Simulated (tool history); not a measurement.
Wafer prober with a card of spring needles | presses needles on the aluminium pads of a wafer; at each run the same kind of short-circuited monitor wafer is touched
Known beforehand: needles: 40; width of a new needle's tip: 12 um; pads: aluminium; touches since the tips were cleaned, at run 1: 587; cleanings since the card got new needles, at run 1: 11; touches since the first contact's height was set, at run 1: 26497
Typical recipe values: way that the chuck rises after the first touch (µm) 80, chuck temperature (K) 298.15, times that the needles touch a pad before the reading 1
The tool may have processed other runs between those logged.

run,day,way that the chuck rises after the first touch (µm),chuck temperature (K),times that the needles touch a pad before the reading,touches since the tips were cleaned,cleanings since the card got new needles,touches since the first contact's height was set,resistance of one needle with its contact and lead (mohm),way that a needle slides on the pad (µm)
1,0.000,80,298.15,1,587,11,26497,229,18.94
# day 0.158: tips cleaned on abrasive film
# day 0.354: tips cleaned on abrasive film
2,0.488,80,298.15,2,1510,13,31830,232,18.85
# day 0.538: tips cleaned on abrasive film
# day 0.729: tips cleaned on abrasive film
# day 0.929: tips cleaned on abrasive film
3,0.996,80,298.15,1,745,16,37336,231,18.88
# day 1.129: tips cleaned on abrasive film
# day 1.346: tips cleaned on abrasive film
4,1.504,80,298.15,1,1742,18,42885,247,18.74
# day 1.538: tips cleaned on abrasive film
# day 1.746: tips cleaned on abrasive film
5,1.917,80,298.15,1,1895,20,47374,253,18.80
# day 1.962: tips cleaned on abrasive film
# day 1.996: tips cleaned on abrasive film, once more
# day 2.175: tips cleaned on abrasive film
6,2.258,80,298.15,1,935,23,51070,234,18.63
# day 2.383: tips cleaned on abrasive film
# day 2.588: tips cleaned on abrasive film
7,2.650,80,312.15,1,695,25,55311,236,18.70
# day 2.771: tips cleaned on abrasive film
# day 2.967: tips cleaned on abrasive film
# day 3.171: tips cleaned on abrasive film
8,3.196,80,312.15,1,272,28,61236,225,18.66
# day 3.383: tips cleaned on abrasive film
# day 3.579: tips cleaned on abrasive film
9,3.629,61,327.15,1,578,30,65972,246,14.06
# day 3.796: tips cleaned on abrasive film
# day 4.000: tips cleaned on abrasive film
10,4.088,61,387.15,2,946,32,70963,256,13.99
# day 4.208: tips cleaned on abrasive film
# day 4.400: tips cleaned on abrasive film
11,4.421,61,359.15,2,212,34,74566,235,13.99
# day 4.596: tips cleaned on abrasive film
# day 4.796: tips cleaned on abrasive film
12,4.917,74,308.15,2,1328,36,80004,236,17.09
# day 4.983: tips cleaned on abrasive film
# day 5.196: tips cleaned on abrasive film
13,5.354,98,301.15,1,1744,38,84763,240,22.82
# day 5.400: tips cleaned on abrasive film
# day 5.617: tips cleaned on abrasive film
# day 5.817: tips cleaned on abrasive film
14,5.867,67,298.15,1,567,41,90342,244,15.36
# day 6.004: tips cleaned on abrasive film
# day 6.208: tips cleaned on abrasive film
15,6.208,91,299.15,1,0,43,94015,213,21.05
# day 6.400: tips cleaned on abrasive film
# day 6.592: tips cleaned on abrasive film
16,6.717,95,298.15,1,1372,45,99587,231,21.96

Selected run-to-run steps in resistance of one needle with its contact and lead (mohm), each split into two signed amounts: the part the tool would show with no hidden state at all (from settings, incoming material and random variation), and the remainder, which goes to the hidden state together with any gauge scatter not common to the measured and the hidden-state-free results:
The hidden state here: debris on the tips, nm; way that the needles fall short of the set height, um; tips' diameter, um; drift of the gauge itself on contact_mohm, %; drift of the gauge itself on scrub_um, %.
Run 14 -> 15: way that the chuck rises after the first touch (µm) 67 -> 91, chuck temperature (K) 298.15 -> 299.15, tips cleaned on abrasive film, tips cleaned on abrasive film. resistance of one needle with its contact and lead (mohm) -31: hidden state -24, all else -7.
